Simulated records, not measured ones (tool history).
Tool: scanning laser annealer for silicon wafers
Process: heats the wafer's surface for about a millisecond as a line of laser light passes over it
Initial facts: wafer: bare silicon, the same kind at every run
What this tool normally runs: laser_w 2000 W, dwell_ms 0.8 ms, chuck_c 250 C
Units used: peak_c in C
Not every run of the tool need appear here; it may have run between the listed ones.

Run 1, hour 0: usual settings. Result: peak_c 932 C.
Run 2, hour 13.7: usual settings. Result: peak_c 935 C.
Run 3, hour 28.3: usual settings. Result: peak_c 933 C.
Run 4, hour 47: usual settings. Result: peak_c 930 C.
Run 5, hour 55.1: usual settings. Result: peak_c 930 C.
Run 6, hour 71.2: usual settings. Result: peak_c 926 C.
Run 7, hour 84.7: usual settings but dwell_ms 0.833 ms. Result: peak_c 948 C.
Run 8, hour 99.8: usual settings but dwell_ms 0.833 ms. Result: peak_c 944 C.
Run 9, hour 108.3: usual settings but dwell_ms 0.833 ms. Result: peak_c 943 C.
Run 10, hour 117.8: usual settings but dwell_ms 0.833 ms. Result: peak_c 942 C.
Run 11, hour 136.4: usual settings but laser_w 2117 W, dwell_ms 0.833 ms. Result: peak_c 998 C.
Run 12, hour 152.4: usual settings. Result: peak_c 930 C.
Run 13, hour 170.1: usual settings. Result: peak_c 927 C.
Run 14, hour 186.6: usual settings but chuck_c 227 C. Result: peak_c 906 C.
Run 15, hour 197.3: usual settings but dwell_ms 0.574 ms. Result: peak_c 825 C.
Run 16, hour 209.3: usual settings but dwell_ms 0.574 ms. Result: peak_c 826 C.
Run 17, hour 226.8: usual settings but dwell_ms 0.638 ms. Result: peak_c 856 C.
Run 18, hour 241.9: usual settings. Result: peak_c 926 C.
Run 19, hour 258: usual settings. Result: peak_c 926 C.
Run 20, hour 274: usual settings. Result: peak_c 928 C.
Run 21, hour 288.1: usual settings. Result: peak_c 925 C.
Run 22, hour 298: usual settings but chuck_c 229 C. Result: peak_c 905 C.
Run 23, hour 307.8: usual settings but dwell_ms 0.666 ms, chuck_c 264 C. Result: peak_c 880 C.
Run 24, hour 320.5: usual settings but dwell_ms 0.594 ms, chuck_c 259 C. Result: peak_c 842 C.
Run 25, hour 334.5: usual settings but laser_w 1733 W, dwell_ms 0.594 ms, chuck_c 277 C. Result: peak_c 760 C.
Run 26, hour 346: usual settings but dwell_ms 0.648 ms. Result: peak_c 859 C.
At hour 350.5: laser's power meter calibrated.
Run 27, hour 358.8: usual settings but dwell_ms 0.685 ms. Result: peak_c 873 C.
Run 28, hour 372.1: usual settings but dwell_ms 0.877 ms. Result: peak_c 955 C.
Run 29, hour 382.4: usual settings but dwell_ms 0.877 ms. Result: peak_c 952 C.
Run 30, hour 391.6: usual settings but dwell_ms 0.877 ms, chuck_c 226 C. Result: peak_c 929 C.
At hour 397.9: laser's power meter calibrated, once more.
Run 31, hour 406.1: usual settings but laser_w 1967 W, dwell_ms 0.572 ms. Result: peak_c 804 C.
Run 32, hour 423.9: usual settings but laser_w 1967 W, dwell_ms 0.572 ms. Result: peak_c 805 C.
Run 33, hour 436.9: usual settings but laser_w 1967 W, dwell_ms 0.851 ms, chuck_c 246 C. Result: peak_c 922 C.
Run 34, hour 451.1: usual settings but laser_w 2191 W, dwell_ms 0.627 ms, chuck_c 212 C. Result: peak_c 880 C.
Run 35, hour 469.2: usual settings but laser_w 2191 W, dwell_ms 0.627 ms, chuck_c 212 C. Result: peak_c 876 C.
Run 36, hour 483.2: usual settings but dwell_ms 0.952 ms, chuck_c 240 C. Result: peak_c 969 C.
Run 37, hour 496.4: usual settings but laser_w 1788 W, dwell_ms 0.589 ms, chuck_c 212 C. Result: peak_c 708 C.
Run 38, hour 505: usual settings but laser_w 1788 W, dwell_ms 0.589 ms, chuck_c 212 C. Result: peak_c 705 C.
Run 39, hour 519.4: usual settings but dwell_ms 0.681 ms. Result: peak_c 865 C.
Run 40, hour 528.1: usual settings but laser_w 1725 W, dwell_ms 0.927 ms, chuck_c 285 C. Result: peak_c 873 C.

Alternative continuations, all from the tool just after run 40; predict every row:
Run A, hour 544.5: usual settings but laser_w 2136 W, dwell_ms 0.934 ms, chuck_c 217 C. Result: peak_c ?.
Run B, hour 544.5: usual settings but chuck_c 262 C. Result: peak_c ?.
Run C, hour 544.5: usual settings but laser_w 1725 W, dwell_ms 0.749 ms, chuck_c 213 C. Result: peak_c ?.
Run D, hour 544.5: usual settings but laser_w 1725 W, dwell_ms 0.853 ms, chuck_c 285 C. Result: peak_c ?.
Run E, hour 544.5: usual settings but laser_w 2049 W, chuck_c 286 C. Result: peak_c ?.

run  peak_c
  A     999
  B     927
  C     742
  D     852
  E     969
Stripped of hidden state, with their random variation kept, the same runs would have yielded:
run  peak_c
  A    1049
  B     969
  C     775
  D     887
  E    1013
